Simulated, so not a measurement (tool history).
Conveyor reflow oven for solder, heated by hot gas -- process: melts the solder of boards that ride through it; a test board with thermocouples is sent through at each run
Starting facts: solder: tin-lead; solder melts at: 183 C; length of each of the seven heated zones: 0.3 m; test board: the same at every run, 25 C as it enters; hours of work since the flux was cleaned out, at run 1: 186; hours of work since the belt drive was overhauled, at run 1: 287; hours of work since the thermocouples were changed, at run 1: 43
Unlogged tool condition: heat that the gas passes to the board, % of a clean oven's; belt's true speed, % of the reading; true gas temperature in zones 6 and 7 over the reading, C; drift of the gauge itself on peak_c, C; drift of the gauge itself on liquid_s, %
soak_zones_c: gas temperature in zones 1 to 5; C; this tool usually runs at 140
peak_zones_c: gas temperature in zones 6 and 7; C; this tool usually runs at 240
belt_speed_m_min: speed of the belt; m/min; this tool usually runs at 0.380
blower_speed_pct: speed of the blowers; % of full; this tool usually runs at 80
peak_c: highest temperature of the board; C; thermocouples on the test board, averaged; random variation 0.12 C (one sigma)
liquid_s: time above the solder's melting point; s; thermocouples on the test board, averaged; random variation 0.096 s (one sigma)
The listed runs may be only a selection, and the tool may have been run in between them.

run	hour	soak_zones_c	peak_zones_c	belt_speed_m_min	blower_speed_pct	hours of work since the flux was cleaned out	hours of work since the belt drive was overhauled	hours of work since the thermocouples were changed	peak_c	liquid_s
1	0.0	140	240	0.380	80	186	287	43	226.7	80.98
# hour 17.7: flux residue cleaned out of gas plates and filters
2	22.8	140	240	0.380	80	2	296	52	227.6	81.74
3	47.0	140	240	0.380	80	14	308	64	227.4	81.61
4	61.2	140	240	0.380	80	21	315	71	227.4	81.70
5	85.4	140	240	0.380	80	33	326	82	227.5	81.58
6	107.4	140	232	0.380	80	43	337	93	219.8	76.02
7	133.2	138	232	0.380	80	56	349	105	219.8	75.20
8	158.7	138	232	0.380	80	68	362	118	219.6	75.23
9	174.0	138	232	0.380	80	76	369	125	219.5	75.17
10	195.8	140	231	0.380	80	86	380	136	219.0	75.31
11	217.8	140	231	0.428	80	97	390	146	215.8	63.35
# hour 224.0: belt drive overhauled, speed set with a stopwatch
12	240.5	140	240	0.421	80	106	8	155	224.1	71.83
13	265.0	140	240	0.421	80	118	20	167	224.2	71.89
14	289.2	140	240	0.421	80	129	32	179	224.3	71.78
15	303.3	140	240	0.380	80	136	38	186	227.1	82.03
# hour 329.3: belt drive overhauled, speed set with a stopwatch, once more
16	338.0	140	240	0.380	80	151	4	201	226.4	80.43
17	357.0	140	240	0.381	80	160	13	210	226.2	80.13
18	386.4	140	240	0.340	85	174	28	224	230.0	93.15
19	404.0	136	240	0.380	80	183	36	232	225.9	78.30
# hour 428.9: flux residue cleaned out of gas plates and filters
20	436.2	142	240	0.415	51	4	49	246	217.5	66.00
21	459.2	142	240	0.415	51	15	60	257	217.5	65.87
22	473.1	142	242	0.415	63	21	67	263	222.8	70.94
23	493.3	142	242	0.415	63	31	77	273	222.8	71.08
24	513.7	140	240	0.412	51	41	87	283	217.2	65.45
25	542.4	146	231	0.412	51	55	101	297	211.0	61.92
26	557.8	146	231	0.335	87	62	108	304	222.9	92.82
27	578.0	129	248	0.434	50	72	118	314	218.6	58.96
28	601.5	140	233	0.380	85	83	129	325	221.2	76.77
29	621.6	136	240	0.380	90	93	139	335	227.9	80.21

Predict each of these 3 candidate next runs independently; none follows another, all start after run 29:
A	634.9	136	228	0.380	90	100	145	342	?	?
B	634.9	136	240	0.428	88	100	145	342	?	?
C	634.9	140	243	0.380	72	100	145	342	?	?

run	peak_c	liquid_s
A	216.8	72.08
B	224.2	68.12
C	227.9	81.59
With no hidden state in the tool, these same runs would have given:
run	peak_c	liquid_s
A	217.8	72.72
B	225.3	68.57
C	228.9	81.92
